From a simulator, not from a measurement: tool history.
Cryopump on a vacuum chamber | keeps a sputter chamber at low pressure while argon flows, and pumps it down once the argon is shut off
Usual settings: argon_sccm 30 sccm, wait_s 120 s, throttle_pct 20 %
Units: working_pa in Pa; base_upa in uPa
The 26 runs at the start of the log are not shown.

run 27 hour=1040.2 | argon_sccm=25 wait_s=120 throttle_pct=22 | working_pa=0.2011 base_upa=2.57
run 28 hour=1076.5 | argon_sccm=33 wait_s=36 throttle_pct=26 | working_pa=0.2285 base_upa=3.47
run 29 hour=1103.8 | argon_sccm=30 wait_s=120 throttle_pct=36 | working_pa=0.1567 base_upa=2.71
-- hour=1116.8 pump warmed up, emptied and cooled again
run 30 hour=1140.0 | argon_sccm=30 wait_s=120 throttle_pct=36 | working_pa=0.1412 base_upa=2.24
run 31 hour=1186.6 | argon_sccm=30 wait_s=120 throttle_pct=36 | working_pa=0.1414 base_upa=2.34
run 32 hour=1230.2 | argon_sccm=30 wait_s=294 throttle_pct=20 | working_pa=0.2525 base_upa=2.29
run 33 hour=1270.2 | argon_sccm=30 wait_s=294 throttle_pct=20 | working_pa=0.2583 base_upa=2.38
run 34 hour=1299.9 | argon_sccm=54 wait_s=24 throttle_pct=20 | working_pa=0.4600 base_upa=4.09

4 ways to go on from here, each from the tool as it stands after run 34. What would each give?
run A hour=1322.0 | argon_sccm=54 wait_s=24 throttle_pct=56 | working_pa=? base_upa=?
run B hour=1322.0 | argon_sccm=50 wait_s=24 throttle_pct=20 | working_pa=? base_upa=?
run C hour=1322.0 | argon_sccm=46 wait_s=70 throttle_pct=38 | working_pa=? base_upa=?
run D hour=1322.0 | argon_sccm=30 wait_s=35 throttle_pct=31 | working_pa=? base_upa=?

run=A working_pa=0.1726 base_upa=4.11
run=B working_pa=0.4294 base_upa=4.21
run=C working_pa=0.2105 base_upa=3.01
run=D working_pa=0.1685 base_upa=3.58
With the hidden condition removed and each run's random variation left untouched, the same runs would have given:
run=A working_pa=0.1613 base_upa=1.99
run=B working_pa=0.4190 base_upa=2.07
run=C working_pa=0.2011 base_upa=0.87
run=D working_pa=0.1622 base_upa=1.45
